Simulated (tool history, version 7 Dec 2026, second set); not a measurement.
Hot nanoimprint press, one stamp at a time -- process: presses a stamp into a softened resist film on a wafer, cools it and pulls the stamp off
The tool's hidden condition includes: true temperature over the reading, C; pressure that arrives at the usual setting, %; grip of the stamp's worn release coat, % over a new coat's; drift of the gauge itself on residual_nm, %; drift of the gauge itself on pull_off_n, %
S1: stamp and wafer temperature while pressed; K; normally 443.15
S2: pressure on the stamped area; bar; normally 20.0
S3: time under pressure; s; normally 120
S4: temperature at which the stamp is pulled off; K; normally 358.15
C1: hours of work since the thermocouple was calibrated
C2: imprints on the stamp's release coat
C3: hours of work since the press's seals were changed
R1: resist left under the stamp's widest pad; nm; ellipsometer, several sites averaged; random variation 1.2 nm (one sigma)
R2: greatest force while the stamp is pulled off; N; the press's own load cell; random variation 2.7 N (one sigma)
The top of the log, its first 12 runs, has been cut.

Run 13, hour 140.9: usual settings; C1 149; C2 710; C3 470. Result: R1 178.5 nm, R2 127 N.
Run 14, hour 149.6: usual settings; C1 155; C2 758; C3 476. Result: R1 177.0 nm, R2 127 N.
Run 15, hour 163.8: usual settings but S3 166 s; C1 165; C2 834; C3 486. Result: R1 159.4 nm, R2 125 N.
Run 16, hour 172.8: usual settings but S1 434.15 K, S2 16.4 bar; C1 172; C2 884; C3 493. Result: R1 281.2 nm, R2 127 N.
Run 17, hour 179.8: usual settings but S1 449.15 K, S2 17.1 bar, S3 132 s, S4 345.15 K; C1 177; C2 922; C3 498. Result: R1 138.7 nm, R2 169 N.
Run 18, hour 189.0: usual settings but S2 29.8 bar, S3 144 s; C1 184; C2 972; C3 505. Result: R1 136.0 nm, R2 134 N.
Run 19, hour 203.7: usual settings but S3 109 s; C1 194; C2 1052; C3 515. Result: R1 183.9 nm, R2 130 N.
Run 20, hour 216.5: usual settings but S1 446.15 K, S2 30.9 bar, S3 109 s; C1 203; C2 1122; C3 524. Result: R1 125.1 nm, R2 128 N.
Run 21, hour 223.2: usual settings but S1 446.15 K, S2 30.9 bar, S3 169 s; C1 208; C2 1158; C3 529. Result: R1 106.4 nm, R2 130 N.
Run 22, hour 231.8: usual settings but S1 446.15 K, S2 30.9 bar, S3 169 s; C1 215; C2 1205; C3 536. Result: R1 106.0 nm, R2 132 N.
Run 23, hour 246.0: usual settings but S1 446.15 K, S2 30.9 bar, S3 169 s; C1 225; C2 1283; C3 546. Result: R1 108.3 nm, R2 130 N.
Run 24, hour 260.8: usual settings but S1 445.15 K, S2 14.1 bar, S3 115 s, S4 356.15 K; C1 236; C2 1363; C3 557. Result: R1 195.4 nm, R2 140 N.
Run 25, hour 272.8: usual settings but S1 441.15 K, S2 18.8 bar, S3 198 s, S4 355.15 K; C1 244; C2 1429; C3 565. Result: R1 171.8 nm, R2 135 N.
Run 26, hour 284.3: usual settings but S1 438.15 K, S2 15.9 bar, S3 177 s, S4 347.15 K; C1 253; C2 1492; C3 574. Result: R1 224.9 nm, R2 157 N.
Run 27, hour 293.0: usual settings but S1 438.15 K, S2 15.9 bar, S3 177 s, S4 347.15 K; C1 259; C2 1539; C3 580. Result: R1 223.3 nm, R2 164 N.
Run 28, hour 302.9: usual settings but S1 438.15 K, S2 15.9 bar, S3 177 s, S4 347.15 K; C1 266; C2 1593; C3 587. Result: R1 224.1 nm, R2 163 N.
Run 29, hour 314.7: usual settings but S1 435.15 K, S2 21.8 bar, S3 175 s; C1 275; C2 1657; C3 596. Result: R1 227.2 nm, R2 130 N.
Run 30, hour 328.2: usual settings but S1 435.15 K, S2 21.8 bar, S3 175 s; C1 285; C2 1731; C3 606. Result: R1 225.7 nm, R2 129 N.

Predict each of these 4 candidate next runs independently; none follows another, all start after run 30:
Run A, hour 337.7: usual settings but S1 438.15 K; C1 292; C2 1783; C3 613. Result: R1 ?, R2 ?.
Run B, hour 337.7: usual settings but S1 435.15 K, S2 21.8 bar, S3 90 s, S4 352.15 K; C1 292; C2 1783; C3 613. Result: R1 ?, R2 ?.
Run C, hour 337.7: usual settings but S3 148 s, S4 362.15 K; C1 292; C2 1783; C3 613. Result: R1 ?, R2 ?.
Run D, hour 337.7: usual settings but S3 102 s, S4 344.15 K; C1 292; C2 1783; C3 613. Result: R1 ?, R2 ?.

run     R1   R2
  A  223.9  132
  B  267.1  147
  C  167.1  117
  D  187.1  169
Stripped of hidden state, with their random variation kept, the same runs would have yielded:
run     R1   R2
  A  223.3  130
  B  266.5  145
  C  166.5  115
  D  186.6  167
